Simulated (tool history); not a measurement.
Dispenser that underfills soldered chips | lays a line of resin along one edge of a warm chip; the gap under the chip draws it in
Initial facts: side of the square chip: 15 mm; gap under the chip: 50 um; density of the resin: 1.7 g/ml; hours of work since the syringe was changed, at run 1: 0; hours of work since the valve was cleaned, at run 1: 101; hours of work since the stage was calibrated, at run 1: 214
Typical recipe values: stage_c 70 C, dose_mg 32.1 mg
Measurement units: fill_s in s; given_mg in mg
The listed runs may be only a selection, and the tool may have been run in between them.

| run | day | stage_c | dose_mg | hours of work since the syringe was changed | hours of work since the valve was cleaned | hours of work since the stage was calibrated | fill_s | given_mg |
|---|---|---|---|---|---|---|---|---|
| 1 | 0 | 70 | 32.1 | 0 | 101 | 214 | 158.3 | 28.92 |
| 2 | 0.179 | 70 | 32.1 | 3 | 104 | 217 | 197 | 28.9 |
| 3 | 0.379 | 70 | 32.1 | 6 | 107 | 220 | 251 | 28.79 |
| 4 | 0.658 | 61 | 32.1 | 10 | 111 | 224 | 503.3 | 28.41 |
|  | 0.825 | new syringe of resin |
| 5 | 0.95 | 61 | 32.1 | 2 | 115 | 228 | 268.9 | 28.41 |
| 6 | 1.267 | 70 | 36.5 | 7 | 120 | 233 | 257.2 | 32.28 |
| 7 | 1.433 | 70 | 36.5 | 9 | 122 | 235 | 326.1 | 32.05 |
|  | 1.633 | new syringe of resin |
| 8 | 1.779 | 70 | 36.5 | 2 | 127 | 240 | 186.3 | 31.76 |
| 9 | 2.021 | 70 | 32.1 | 6 | 131 | 244 | 259.5 | 27.82 |
| 10 | 2.242 | 70 | 32.1 | 9 | 134 | 247 | 328.8 | 27.92 |
|  | 2.438 | new syringe of resin |
| 11 | 2.471 | 70 | 32.1 | 0 | 137 | 250 | 167.1 | 27.69 |
| 12 | 2.762 | 70 | 32.1 | 5 | 142 | 254 | 236.3 | 27.83 |
| 13 | 3.054 | 70 | 32.1 | 9 | 146 | 259 | 335.9 | 27.48 |
|  | 3.25 | new syringe of resin |
|  | 3.308 | dispensing valve cleaned and set on the balance |
| 14 | 3.308 | 70 | 32.1 | 0 | 0 | 262 | 158.3 | 32.23 |
| 15 | 3.633 | 70 | 32.1 | 5 | 5 | 267 | 232.3 | 32.02 |
| 16 | 3.9 | 70 | 32.1 | 9 | 9 | 271 | 321.6 | 31.83 |
|  | 4.108 | new syringe of resin |
| 17 | 4.129 | 70 | 32.1 | 0 | 12 | 274 | 159.9 | 31.51 |
| 18 | 4.317 | 58 | 32.1 | 3 | 15 | 277 | 326.8 | 31.71 |
| 19 | 4.579 | 84 | 39.6 | 7 | 19 | 281 | 157.4 | 39 |
| 20 | 4.746 | 67 | 36.8 | 9 | 21 | 283 | 365.5 | 36 |
|  | 4.929 | new syringe of resin |
| 21 | 4.95 | 59 | 30.4 | 0 | 24 | 286 | 253 | 29.84 |
| 22 | 5.171 | 67 | 28.8 | 4 | 27 | 289 | 238.8 | 27.96 |
| 23 | 5.333 | 69 | 35.8 | 6 | 30 | 292 | 263 | 35.01 |
| 24 | 5.696 | 83 | 34.8 | 11 | 35 | 297 | 236.1 | 33.66 |
|  | 5.75 | new syringe of resin |
| 25 | 5.958 | 61 | 28 | 3 | 39 | 301 | 302.6 | 27.04 |
| 26 | 6.267 | 58 | 40.8 | 8 | 43 | 305 | 478.1 | 39 |
| 27 | 6.438 | 76 | 30.7 | 10 | 46 | 308 | 283 | 29.11 |
|  | 6.554 | new syringe of resin |
| 28 | 6.671 | 78 | 37.4 | 2 | 49 | 311 | 135 | 35.52 |
| 29 | 6.996 | 67 | 30.6 | 7 | 54 | 316 | 304.2 | 28.77 |
| 30 | 7.2 | 67 | 30.6 | 10 | 57 | 319 | 394 | 29.08 |
|  | 7.375 | new syringe of resin |
| 31 | 7.483 | 71 | 30.3 | 2 | 61 | 323 | 177.7 | 28.54 |
| 32 | 7.8 | 71 | 30.3 | 6 | 66 | 328 | 255.7 | 28.48 |
| 33 | 8.017 | 71 | 30.3 | 10 | 69 | 331 | 332.6 | 28.34 |
|  | 8.2 | new syringe of resin |
| 34 | 8.312 | 57 | 33 | 2 | 73 | 335 | 312.7 | 30.55 |
| 35 | 8.629 | 57 | 33 | 6 | 78 | 340 | 459 | 30.61 |

Predict each of these 5 candidate next runs independently; none follows another, all start after run 35:
| A | 8.862 | 66 | 34.9 | 10 | 82 | 343 | ? | ? |
| B | 8.862 | 61 | 29.9 | 10 | 82 | 343 | ? | ? |
| C | 8.862 | 70 | 37.8 | 10 | 82 | 343 | ? | ? |
| D | 8.862 | 83 | 33 | 10 | 82 | 343 | ? | ? |
| E | 8.862 | 58 | 36.5 | 10 | 82 | 343 | ? | ? |

| run | fill_s | given_mg |
|---|---|---|
| A | 412.8 | 32.05 |
| B | 521.1 | 27.69 |
| C | 345 | 34.83 |
| D | 210.8 | 30.23 |
| E | 561.1 | 33.74 |
The same runs, with their run-to-run variation unchanged, on a tool lacking any hidden condition would have given:
| run | fill_s | given_mg |
|---|---|---|
| A | 178.2 | 34.78 |
| B | 223.1 | 30.05 |
| C | 149.5 | 37.79 |
| D | 91.3 | 32.81 |
| E | 241.7 | 36.62 |
